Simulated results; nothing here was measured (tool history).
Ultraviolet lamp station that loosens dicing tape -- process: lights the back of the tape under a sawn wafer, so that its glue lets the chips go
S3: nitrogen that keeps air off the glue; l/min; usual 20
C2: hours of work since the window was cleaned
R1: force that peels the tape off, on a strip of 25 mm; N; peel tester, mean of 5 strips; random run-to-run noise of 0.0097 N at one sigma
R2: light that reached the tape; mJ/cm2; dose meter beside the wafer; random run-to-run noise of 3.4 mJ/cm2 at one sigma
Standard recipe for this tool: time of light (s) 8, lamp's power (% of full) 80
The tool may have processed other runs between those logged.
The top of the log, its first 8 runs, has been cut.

run 9 hour=70.1 | time_of_light_(s)=8 lamp's_power_(%_of_full)=70 S3=20 | hours_of_work_of_the_lamp=83 C2=76 | R1=0.575 R2=462
run 10 hour=80.6 | time_of_light_(s)=8 lamp's_power_(%_of_full)=70 S3=20 | hours_of_work_of_the_lamp=90 C2=83 | R1=0.609 R2=451
run 11 hour=88.5 | time_of_light_(s)=8 lamp's_power_(%_of_full)=80 S3=13 | hours_of_work_of_the_lamp=95 C2=88 | R1=0.625 R2=517
run 12 hour=99.3 | time_of_light_(s)=8 lamp's_power_(%_of_full)=80 S3=20 | hours_of_work_of_the_lamp=103 C2=96 | R1=0.471 R2=516
run 13 hour=108.2 | time_of_light_(s)=8 lamp's_power_(%_of_full)=80 S3=20 | hours_of_work_of_the_lamp=109 C2=102 | R1=0.475 R2=510
run 14 hour=119.6 | time_of_light_(s)=8 lamp's_power_(%_of_full)=80 S3=20 | hours_of_work_of_the_lamp=116 C2=109 | R1=0.489 R2=502
run 15 hour=124.6 | time_of_light_(s)=8 lamp's_power_(%_of_full)=80 S3=20 | hours_of_work_of_the_lamp=120 C2=113 | R1=0.468 R2=505
run 16 hour=131.4 | time_of_light_(s)=8 lamp's_power_(%_of_full)=80 S3=20 | hours_of_work_of_the_lamp=124 C2=117 | R1=0.494 R2=509
run 17 hour=138.3 | time_of_light_(s)=6 lamp's_power_(%_of_full)=80 S3=25 | hours_of_work_of_the_lamp=129 C2=122 | R1=0.728 R2=383
-- hour=139.7 window cleaned of glue's vapour
run 18 hour=150.4 | time_of_light_(s)=6 lamp's_power_(%_of_full)=80 S3=25 | hours_of_work_of_the_lamp=137 C2=7 | R1=0.728 R2=370
run 19 hour=155.5 | time_of_light_(s)=6 lamp's_power_(%_of_full)=80 S3=25 | hours_of_work_of_the_lamp=140 C2=11 | R1=0.766 R2=368
run 20 hour=166.4 | time_of_light_(s)=16 lamp's_power_(%_of_full)=93 S3=11 | hours_of_work_of_the_lamp=148 C2=18 | R1=0.231 R2=1137
run 21 hour=174.4 | time_of_light_(s)=12 lamp's_power_(%_of_full)=93 S3=11 | hours_of_work_of_the_lamp=153 C2=24 | R1=0.320 R2=858
run 22 hour=183.0 | time_of_light_(s)=12 lamp's_power_(%_of_full)=93 S3=11 | hours_of_work_of_the_lamp=159 C2=29 | R1=0.301 R2=846
-- hour=186.7 window cleaned of glue's vapour, once more
run 23 hour=190.1 | time_of_light_(s)=6 lamp's_power_(%_of_full)=91 S3=20 | hours_of_work_of_the_lamp=163 C2=2 | R1=0.638 R2=432
run 24 hour=198.4 | time_of_light_(s)=6 lamp's_power_(%_of_full)=91 S3=20 | hours_of_work_of_the_lamp=169 C2=8 | R1=0.620 R2=428
run 25 hour=210.2 | time_of_light_(s)=6 lamp's_power_(%_of_full)=91 S3=20 | hours_of_work_of_the_lamp=177 C2=16 | R1=0.661 R2=429
run 26 hour=217.5 | time_of_light_(s)=8 lamp's_power_(%_of_full)=69 S3=20 | hours_of_work_of_the_lamp=182 C2=21 | R1=0.636 R2=427
run 27 hour=227.4 | time_of_light_(s)=8 lamp's_power_(%_of_full)=69 S3=20 | hours_of_work_of_the_lamp=189 C2=28 | R1=0.681 R2=431
run 28 hour=236.8 | time_of_light_(s)=7 lamp's_power_(%_of_full)=69 S3=8 | hours_of_work_of_the_lamp=195 C2=34 | R1=1.336 R2=371
run 29 hour=246.7 | time_of_light_(s)=7 lamp's_power_(%_of_full)=69 S3=8 | hours_of_work_of_the_lamp=202 C2=41 | R1=1.401 R2=369
run 30 hour=258.3 | time_of_light_(s)=7 lamp's_power_(%_of_full)=69 S3=8 | hours_of_work_of_the_lamp=210 C2=49 | R1=1.360 R2=370

Below are 3 alternative next runs, each starting from the tool's condition after run 30. Predict each:
run A hour=265.1 | time_of_light_(s)=13 lamp's_power_(%_of_full)=87 S3=11 | hours_of_work_of_the_lamp=214 C2=53 | R1=? R2=?
run B hour=265.1 | time_of_light_(s)=12 lamp's_power_(%_of_full)=60 S3=20 | hours_of_work_of_the_lamp=214 C2=53 | R1=? R2=?
run C hour=265.1 | time_of_light_(s)=7 lamp's_power_(%_of_full)=80 S3=20 | hours_of_work_of_the_lamp=214 C2=53 | R1=? R2=?

run=A R1=0.299 R2=866
run=B R1=0.454 R2=548
run=C R1=0.664 R2=426
Without the tool's hidden state the same runs would have given:
run=A R1=0.254 R2=992
run=B R1=0.366 R2=628
run=C R1=0.529 R2=488
